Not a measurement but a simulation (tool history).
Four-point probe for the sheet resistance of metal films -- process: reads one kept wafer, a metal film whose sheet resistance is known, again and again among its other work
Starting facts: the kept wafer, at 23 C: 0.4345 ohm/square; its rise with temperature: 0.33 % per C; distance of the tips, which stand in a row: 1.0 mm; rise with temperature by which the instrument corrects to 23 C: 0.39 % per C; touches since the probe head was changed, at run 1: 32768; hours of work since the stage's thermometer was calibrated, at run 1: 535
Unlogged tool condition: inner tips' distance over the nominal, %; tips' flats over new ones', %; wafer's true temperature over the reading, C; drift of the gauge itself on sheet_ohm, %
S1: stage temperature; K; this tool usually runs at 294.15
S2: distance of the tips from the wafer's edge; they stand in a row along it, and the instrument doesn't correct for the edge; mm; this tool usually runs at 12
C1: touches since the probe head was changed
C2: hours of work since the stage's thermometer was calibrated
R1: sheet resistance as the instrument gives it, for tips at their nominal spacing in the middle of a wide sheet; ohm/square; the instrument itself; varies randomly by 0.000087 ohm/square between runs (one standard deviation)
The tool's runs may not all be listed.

run	hour	S1	S2	C1	C2	R1
1	0.0	294.15	12	32768	535	0.434609
2	9.5	294.15	12	33105	540	0.434741
3	18.9	294.15	12	33439	546	0.434629
4	39.9	294.15	12	34187	558	0.434695
5	51.6	294.15	12	34605	565	0.434884
6	61.6	294.15	12	34961	570	0.434669
7	72.6	294.15	12	35354	577	0.434652
8	82.3	294.15	12	35698	582	0.434763
9	105.0	294.15	54	36507	596	0.433133
10	125.9	294.15	7	37252	608	0.437835
11	138.1	294.15	7	37686	615	0.437742
12	153.0	294.15	14	38215	624	0.434358
13	163.7	294.15	14	38595	630	0.434362
14	174.6	294.15	14	38984	636	0.434355
15	184.6	294.15	12	39340	642	0.434764
16	201.2	294.15	12	39932	652	0.434865
17	221.5	307.15	12	40654	663	0.431724
18	237.8	294.15	12	41235	673	0.434710
# hour 240.4: stage's thermometer calibrated
19	252.3	291.15	12	41731	7	0.435084
20	270.3	294.15	12	42374	17	0.434645
# hour 288.6: stage's thermometer calibrated, once more
21	288.6	294.15	12	43008	0	0.435255
22	310.1	299.15	12	43772	12	0.433917
23	324.3	297.15	3	44277	21	0.457048
24	339.4	297.15	3	44817	30	0.457250
25	356.3	294.15	61	45420	39	0.433808
26	373.1	303.15	6	46017	49	0.437999
27	394.8	303.15	6	46788	62	0.437836
28	415.4	303.15	16	47522	74	0.432316
29	436.4	292.15	15	48271	86	0.435244
30	449.1	298.15	6	48721	93	0.438997
31	469.9	303.15	14	49465	105	0.432590
32	492.1	296.15	22	50254	118	0.433554
33	512.9	304.15	7	50994	130	0.436130
34	529.9	292.15	11	51599	140	0.436109
35	552.2	292.15	11	52392	153	0.436169
36	567.8	292.15	11	52947	162	0.436151
37	584.8	301.15	7	53554	172	0.436713
38	606.3	301.15	7	54318	185	0.436808
39	617.6	307.15	29	54722	191	0.430863
40	632.3	307.15	29	55246	200	0.431036
41	654.9	307.15	29	56049	213	0.431004
42	664.3	307.15	12	56384	218	0.432367
43	686.5	307.15	12	57177	231	0.432410
44	704.4	307.15	34	57811	242	0.430848

4 options for the next run, each taken on its own from the tool as it stands now. Forecast them:
A	717.3	300.15	24	58271	249	?
B	717.3	305.15	13	58271	249	?
C	717.3	307.15	45	58271	249	?
D	717.3	302.15	7	58271	249	?

run	R1
A	0.432654
B	0.432406
C	0.430734
D	0.436474
Had the tool no hidden state, the same runs would have come out as:
run	R1
A	0.433912
B	0.433662
C	0.431985
D	0.437742
